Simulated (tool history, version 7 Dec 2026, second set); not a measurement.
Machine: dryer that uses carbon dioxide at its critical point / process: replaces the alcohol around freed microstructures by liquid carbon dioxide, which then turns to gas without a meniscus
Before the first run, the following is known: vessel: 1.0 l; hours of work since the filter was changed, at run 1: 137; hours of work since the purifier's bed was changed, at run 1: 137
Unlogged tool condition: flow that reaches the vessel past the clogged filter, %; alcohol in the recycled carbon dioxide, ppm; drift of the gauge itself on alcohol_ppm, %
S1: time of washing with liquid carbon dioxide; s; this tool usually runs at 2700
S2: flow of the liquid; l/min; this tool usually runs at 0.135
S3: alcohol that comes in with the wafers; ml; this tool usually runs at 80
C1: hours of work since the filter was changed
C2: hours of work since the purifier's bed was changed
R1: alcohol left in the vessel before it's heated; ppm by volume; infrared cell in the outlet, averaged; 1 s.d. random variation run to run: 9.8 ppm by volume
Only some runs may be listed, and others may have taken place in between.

run	day	S1	S2	S3	C1	C2	R1
1	0	2700	0.135	80	137	137	1013
2	0.338	2700	0.135	80	142	142	1067
3	0.558	2700	0.135	80	145	145	1026
4	0.829	2700	0.135	80	150	150	1067
5	1.175	2700	0.135	80	155	155	1062
6	1.575	2700	0.135	41	161	161	590
7	1.908	1800	0.135	20	167	167	1185
8	2.217	1800	0.135	20	171	171	1160
9	2.588	2640	0.089	20	177	177	1248
10	2.929	2700	0.106	53	182	182	1885
11	3.375	3900	0.142	52	189	189	133

For some of the steps in R1 from one run to the next: how much would appear even if the tool had no hidden state, given the settings, what came in and random variation, and how much remains for the hidden state plus any gauge scatter that the measured result and the result without hidden state don't share?
Run 10 -> 11: S1 2700 -> 3900, S2 0.106 -> 0.142, S3 53 -> 52. R1 -1752 ppm by volume: hidden state -750, all else -1002.
